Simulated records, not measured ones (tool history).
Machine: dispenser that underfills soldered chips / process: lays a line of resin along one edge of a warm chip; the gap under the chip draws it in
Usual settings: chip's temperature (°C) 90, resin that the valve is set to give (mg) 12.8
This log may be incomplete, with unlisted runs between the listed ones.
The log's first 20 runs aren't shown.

run	hour	chip's temperature (°C)	resin that the valve is set to give (mg)	hours of work since the syringe was changed	hours of work since the valve was cleaned	hours of work since the stage was calibrated	time until the resin shows at the far edge (s)	resin that the valve gave (mg)
# hour 211.1: new syringe of resin
21	214.4	99	14.4	2	22	467	55.5	14.19
# hour 222.9: new syringe of resin
22	229.2	99	14.4	4	30	476	64.8	14.1
# hour 234.2: new syringe of resin
23	239.2	78	13.3	3	36	482	109.4	12.99
# hour 245.3: new syringe of resin
24	249.2	76	11.1	2	42	488	120.3	10.72
# hour 256.2: new syringe of resin
25	262.9	76	11.1	4	51	496	131.2	10.75
# hour 267.7: new syringe of resin
26	275.4	78	11	5	58	504	135.1	10.71
# hour 279: new syringe of resin
# hour 289.9: new syringe of resin
27	289.9	78	11	0	67	512	100.5	10.52
# hour 300.9: new syringe of resin
28	302	80	10.9	1	74	519	99.3	10.54
# hour 312.6: new syringe of resin
29	313	94	14.6	0	80	526	63.1	13.95
# hour 323.7: new syringe of resin
30	326.8	91	11.3	2	89	534	74.8	10.75
# hour 329: dispensing valve cleaned and set on the balance
# hour 336: new syringe of resin
31	336.8	77	12.8	0	5	539	98.8	12.77
# hour 347.3: new syringe of resin
32	348.6	90	16.3	1	12	547	69.1	16.18
33	355.7	90	16.4	5	16	551	90.3	16.24

Below are 4 alternative next runs, each starting from the tool's condition after run 33. Predict each:
# hour 359.1: new syringe of resin
# hour 370: new syringe of resin
A	370	80	11.2	0	24	559	?	?
# hour 359.1: new syringe of resin
# hour 370: new syringe of resin
B	370	79	14	0	24	559	?	?
# hour 359.1: new syringe of resin
# hour 370: new syringe of resin
C	370	87	16.4	0	24	559	?	?
# hour 359.1: new syringe of resin
# hour 370: new syringe of resin
D	370	84	14.1	0	24	559	?	?

run	time until the resin shows at the far edge (s)	resin that the valve gave (mg)
A	95.4	11.09
B	92.7	13.7
C	72.9	16
D	77.5	13.79
Stripped of hidden state, with their random variation kept, the same runs would have yielded:
run	time until the resin shows at the far edge (s)	resin that the valve gave (mg)
A	86.1	11.29
B	83.8	13.94
C	66.3	16.28
D	70.2	14.04
